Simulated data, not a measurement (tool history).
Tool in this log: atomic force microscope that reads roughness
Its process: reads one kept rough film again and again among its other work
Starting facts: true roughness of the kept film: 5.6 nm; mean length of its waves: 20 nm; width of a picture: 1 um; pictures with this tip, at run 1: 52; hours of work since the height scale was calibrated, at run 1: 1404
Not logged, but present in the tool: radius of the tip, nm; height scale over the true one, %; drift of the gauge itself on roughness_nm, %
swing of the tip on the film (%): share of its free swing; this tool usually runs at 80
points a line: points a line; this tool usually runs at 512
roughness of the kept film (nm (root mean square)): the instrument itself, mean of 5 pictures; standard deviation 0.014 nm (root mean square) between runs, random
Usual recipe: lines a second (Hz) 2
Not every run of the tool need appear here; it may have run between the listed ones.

run,day,lines a second (Hz),swing of the tip on the film (%),points a line,pictures with this tip,hours of work since the height scale was calibrated,roughness of the kept film (nm (root mean square))
1,0,2,80,512,52,1404,2.786
2,2.004,2,80,512,91,1428,2.525
# day 2.983: new tip fitted
3,4.154,2,63,512,23,1453,3.397
4,5.55,2,55,512,51,1469,3.262
5,6.862,2,82,512,76,1485,2.608
# day 8.579: new tip fitted
6,9.242,2,82,512,13,1513,3.095
7,11.446,2,82,512,56,1539,2.749
8,13.058,2,82,512,88,1558,2.52
# day 14.142: new tip fitted
9,14.438,2,82,512,6,1575,3.075
10,16.329,2.21,82,512,43,1597,2.712
11,17.908,2,80,512,74,1616,2.657
12,19.504,2,80,512,105,1635,2.477
# day 19.771: new tip fitted
13,22.312,2,80,512,50,1668,2.803
14,23.633,2,80,512,76,1684,2.65
# day 23.821: height scale calibrated on a step standard
# day 25.396: new tip fitted
15,26.525,2,80,333,22,32,2.911
16,28.783,0.61,80,512,66,59,3.001
# day 29.846: height scale calibrated on a step standard, once more
17,30.95,2,81,512,108,13,2.432
# day 31.196: new tip fitted
18,33.688,2,80,890,49,45,2.855
19,35.7,2,80,890,88,69,2.62
# day 36.842: new tip fitted
20,38.371,2,80,373,31,101,3.003
21,40.888,2,80,512,80,131,2.703
# day 42.454: new tip fitted
22,43.638,2,80,512,24,163,3.036
23,45.083,2,80,512,52,180,2.838
24,47.004,2,64,512,90,203,2.89
# day 48.167: new tip fitted
25,48.254,2,80,512,1,218,3.203
26,49.467,3.2,80,512,25,232,2.713
27,51.658,1.79,62,416,68,258,3.025
28,53.704,1.25,80,885,108,283,2.641
# day 53.896: new tip fitted
29,56.296,2,65,512,47,313,3.171
30,58.612,2.96,83,521,93,341,2.266
# day 59.625: new tip fitted
31,60.458,2,55,512,17,363,3.621
32,62.196,2,55,512,51,383,3.273
33,64.683,3.76,70,380,100,413,2.449
# day 65.333: new tip fitted
34,66.5,1.15,81,380,23,434,3.281
35,68.812,0.62,60,267,69,462,3.151
# day 71.046: new tip fitted
36,71.046,1.41,63,485,0,488,3.695
37,73.608,0.82,80,349,51,518,3.033
38,74.883,0.82,80,349,76,534,2.904
39,76.346,0.82,80,349,104,551,2.729
# day 76.675: new tip fitted
40,78.883,0.86,65,654,43,581,3.376
41,80.483,0.86,65,654,74,600,3.108
# day 82.367: new tip fitted
42,82.375,0.76,80,560,0,622,3.665
43,84.692,0.91,80,711,46,650,3.23
44,86.475,0.91,56,273,81,671,3.092
# day 87.971: new tip fitted
45,89.312,3.48,56,574,26,704,3.37
46,92.008,3.48,56,574,80,736,2.951
# day 93.621: new tip fitted
47,94.212,2.9,56,955,12,762,3.543
48,97.038,2.5,66,856,67,796,2.96

Forecast run 49:
# day 99.325: new tip fitted
49,99.325,2.5,66,856,0,823,?

{"run 49": {"roughness of the kept film (nm (root mean square))": 3.479}}
Minus the tool's unlogged condition, the same run would have read roughness of the kept film (nm (root mean square)) 3.603.
